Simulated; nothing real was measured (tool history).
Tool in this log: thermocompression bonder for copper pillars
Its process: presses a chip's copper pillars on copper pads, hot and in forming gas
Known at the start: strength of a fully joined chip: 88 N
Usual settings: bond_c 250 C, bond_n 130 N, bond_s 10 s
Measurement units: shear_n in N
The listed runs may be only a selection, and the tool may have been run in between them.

| run | hour | bond_c | bond_n | bond_s | shear_n |
|---|---|---|---|---|---|
| 1 | 0 | 250 | 130 | 10 | 50.3 |
| 2 | 15.9 | 250 | 130 | 10 | 50.3 |
| 3 | 27.7 | 250 | 130 | 10 | 49.7 |
| 4 | 48.3 | 250 | 130 | 10 | 49.8 |
|  | 57.8 | forming gas filter changed |
| 5 | 63.2 | 250 | 130 | 10 | 54.4 |
| 6 | 80.1 | 250 | 130 | 10 | 54.5 |
| 7 | 97.3 | 250 | 176 | 10 | 64.4 |
| 8 | 116.8 | 250 | 130 | 10 | 54.5 |
| 9 | 135.7 | 250 | 99 | 10 | 45.2 |
| 10 | 152.5 | 250 | 130 | 10 | 53.1 |
| 11 | 167 | 250 | 158 | 10 | 58.7 |
| 12 | 183.3 | 250 | 158 | 10 | 58.6 |
| 13 | 197.5 | 250 | 88 | 10 | 40 |
| 14 | 211.5 | 250 | 130 | 10 | 52.1 |
| 15 | 228.1 | 250 | 130 | 17 | 59.4 |
| 16 | 242 | 250 | 130 | 17 | 59.7 |
| 17 | 255.1 | 250 | 130 | 17 | 58.8 |
| 18 | 275.2 | 250 | 130 | 17 | 58.9 |
| 19 | 284.7 | 250 | 130 | 17 | 58.4 |
| 20 | 293.5 | 250 | 148 | 10 | 55 |
| 21 | 305.1 | 221 | 146 | 10 | 40.9 |
| 22 | 323.4 | 244 | 146 | 30 | 65.4 |
|  | 333 | forming gas filter changed |
| 23 | 337.4 | 244 | 146 | 30 | 73 |
| 24 | 349.2 | 231 | 89 | 10 | 34.4 |
| 25 | 363.9 | 231 | 89 | 10 | 34 |
| 26 | 384 | 250 | 133 | 8 | 52.1 |
| 27 | 402.9 | 250 | 115 | 10 | 50.2 |
| 28 | 418.4 | 275 | 166 | 10 | 71.3 |
| 29 | 429.7 | 275 | 166 | 10 | 72.1 |
| 30 | 450 | 275 | 166 | 8 | 67.9 |
| 31 | 470.9 | 275 | 166 | 8 | 68.1 |
| 32 | 484.9 | 275 | 166 | 8 | 67.5 |
| 33 | 502.4 | 260 | 184 | 8 | 64.3 |
| 34 | 521.4 | 279 | 97 | 23 | 65.7 |
| 35 | 538.4 | 244 | 160 | 10 | 55.9 |
| 36 | 551.2 | 238 | 130 | 12 | 48.5 |
| 37 | 572.3 | 254 | 124 | 10 | 52 |
| 38 | 592.8 | 254 | 124 | 10 | 51.4 |
|  | 608.4 | forming gas filter changed |
| 39 | 608.7 | 261 | 124 | 25 | 74.6 |

Branching from run 39: 5 alternative next runs. What would each branch give?
| A | 618.7 | 263 | 168 | 7 | ? |
| B | 618.7 | 261 | 124 | 8 | ? |
| C | 618.7 | 265 | 185 | 12 | ? |
| D | 618.7 | 261 | 152 | 25 | ? |
| E | 618.7 | 253 | 119 | 26 | ? |

| run | shear_n |
|---|---|
| A | 66.5 |
| B | 56.1 |
| C | 77.6 |
| D | 79 |
| E | 68.8 |
The same runs, with their run-to-run variation unchanged, on a tool lacking any hidden condition would have given:
| run | shear_n |
|---|---|
| A | 62.6 |
| B | 51.9 |
| C | 74.6 |
| D | 76.3 |
| E | 65 |

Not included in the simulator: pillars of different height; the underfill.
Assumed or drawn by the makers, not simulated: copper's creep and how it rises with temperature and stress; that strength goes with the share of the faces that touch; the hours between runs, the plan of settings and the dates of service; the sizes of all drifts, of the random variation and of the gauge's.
